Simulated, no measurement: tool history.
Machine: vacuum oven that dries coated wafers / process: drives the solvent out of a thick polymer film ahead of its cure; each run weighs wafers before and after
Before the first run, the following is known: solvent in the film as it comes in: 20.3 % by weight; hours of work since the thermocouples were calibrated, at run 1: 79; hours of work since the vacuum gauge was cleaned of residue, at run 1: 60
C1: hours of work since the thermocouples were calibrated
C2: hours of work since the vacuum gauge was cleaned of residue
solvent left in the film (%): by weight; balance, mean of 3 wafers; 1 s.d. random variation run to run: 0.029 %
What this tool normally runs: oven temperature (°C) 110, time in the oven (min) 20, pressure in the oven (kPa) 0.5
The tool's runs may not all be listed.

Run 1, hour 0: usual settings; C1 79; C2 60. Result: solvent left in the film (%) 5.03.
Run 2, hour 8.3: usual settings but time in the oven (min) 10; C1 84; C2 64. Result: solvent left in the film (%) 9.01.
Run 3, hour 22.6: usual settings; C1 91; C2 72. Result: solvent left in the film (%) 5.07.
Run 4, hour 29.7: usual settings but pressure in the oven (kPa) 1.168; C1 95; C2 76. Result: solvent left in the film (%) 5.49.
Run 5, hour 39.1: usual settings but pressure in the oven (kPa) 1.168; C1 100; C2 81. Result: solvent left in the film (%) 5.41.
Run 6, hour 50.8: usual settings but pressure in the oven (kPa) 1.168; C1 106; C2 87. Result: solvent left in the film (%) 5.48.
Run 7, hour 60.4: usual settings but pressure in the oven (kPa) 1.168; C1 111; C2 92. Result: solvent left in the film (%) 5.45.
Run 8, hour 71.8: usual settings but oven temperature (°C) 99; C1 117; C2 98. Result: solvent left in the film (%) 8.02.
Run 9, hour 86.3: usual settings; C1 125; C2 106. Result: solvent left in the film (%) 5.05.
Run 10, hour 95.5: usual settings; C1 130; C2 111. Result: solvent left in the film (%) 5.05.
Run 11, hour 109.4: usual settings; C1 137; C2 118. Result: solvent left in the film (%) 5.02.
Run 12, hour 122.3: usual settings; C1 144; C2 125. Result: solvent left in the film (%) 4.99.
Run 13, hour 134.6: usual settings; C1 151; C2 131. Result: solvent left in the film (%) 5.02.
Run 14, hour 147.7: usual settings; C1 158; C2 138. Result: solvent left in the film (%) 5.02.
Run 15, hour 159.8: usual settings; C1 164; C2 145. Result: solvent left in the film (%) 5.06.
Run 16, hour 168.2: usual settings; C1 169; C2 149. Result: solvent left in the film (%) 5.01.
Run 17, hour 180.2: usual settings but oven temperature (°C) 116, time in the oven (min) 19, pressure in the oven (kPa) 0.362; C1 175; C2 156. Result: solvent left in the film (%) 3.71.
Run 18, hour 190.5: usual settings but oven temperature (°C) 121, time in the oven (min) 24; C1 180; C2 161. Result: solvent left in the film (%) 1.77.
Run 19, hour 197.8: usual settings but oven temperature (°C) 121, time in the oven (min) 24; C1 184; C2 165. Result: solvent left in the film (%) 1.78.
Run 20, hour 211.9: usual settings but oven temperature (°C) 121, time in the oven (min) 31, pressure in the oven (kPa) 0.494; C1 192; C2 173. Result: solvent left in the film (%) 1.06.
Run 21, hour 222.6: usual settings but oven temperature (°C) 115, pressure in the oven (kPa) 1.215; C1 198; C2 178. Result: solvent left in the film (%) 4.23.
Run 22, hour 232.1: usual settings but oven temperature (°C) 116, time in the oven (min) 32, pressure in the oven (kPa) 1.144; C1 203; C2 183. Result: solvent left in the film (%) 2.01.
Run 23, hour 245.6: usual settings but oven temperature (°C) 116, time in the oven (min) 18, pressure in the oven (kPa) 0.547; C1 210; C2 190. Result: solvent left in the film (%) 4.17.
Run 24, hour 255.1: usual settings but oven temperature (°C) 123, pressure in the oven (kPa) 1.861; C1 215; C2 196. Result: solvent left in the film (%) 2.82.
Run 25, hour 263: usual settings but oven temperature (°C) 123, pressure in the oven (kPa) 1.861; C1 219; C2 200. Result: solvent left in the film (%) 2.86.
Run 26, hour 272: usual settings but oven temperature (°C) 123, pressure in the oven (kPa) 1.861; C1 224; C2 205. Result: solvent left in the film (%) 2.84.
Run 27, hour 282.8: usual settings but oven temperature (°C) 118, time in the oven (min) 15, pressure in the oven (kPa) 1.316; C1 230; C2 210. Result: solvent left in the film (%) 5.01.
Run 28, hour 296: usual settings but oven temperature (°C) 123, time in the oven (min) 18; C1 237; C2 217. Result: solvent left in the film (%) 2.62.
Run 29, hour 307.6: usual settings but oven temperature (°C) 123, time in the oven (min) 18; C1 243; C2 223. Result: solvent left in the film (%) 2.55.
Run 30, hour 319.9: usual settings but oven temperature (°C) 123, time in the oven (min) 18; C1 249; C2 230. Result: solvent left in the film (%) 2.56.
Run 31, hour 330: usual settings but oven temperature (°C) 123, time in the oven (min) 18; C1 255; C2 235. Result: solvent left in the film (%) 2.6.
Run 32, hour 345.2: usual settings but oven temperature (°C) 109; C1 263; C2 243. Result: solvent left in the film (%) 5.33.

Each run again, without the hidden state but with its own random variation kept:
Hidden state at play: true wafer temperature over the reading, C; true pressure over the reading, kPa; drift of the gauge itself on solvent_pct, %.
run  solvent left in the film (%)
  1                          4.79
  2                          8.79
  3                          4.82
  4                          5.24
  5                          5.16
  6                          5.23
  7                           5.2
  8                          7.75
  9                          4.81
 10                          4.81
 11                          4.78
 12                          4.75
 13                          4.78
 14                          4.78
 15                          4.82
 16                          4.77
 17                           3.5
 18                          1.62
 19                          1.63
 20                          0.95
 21                          4.01
 22                          1.85
 23                          3.95
 24                          2.65
 25                          2.69
 26                          2.67
 27                          4.79
 28                          2.44
 29                          2.38
 30                          2.39
 31                          2.43
 32                          5.09
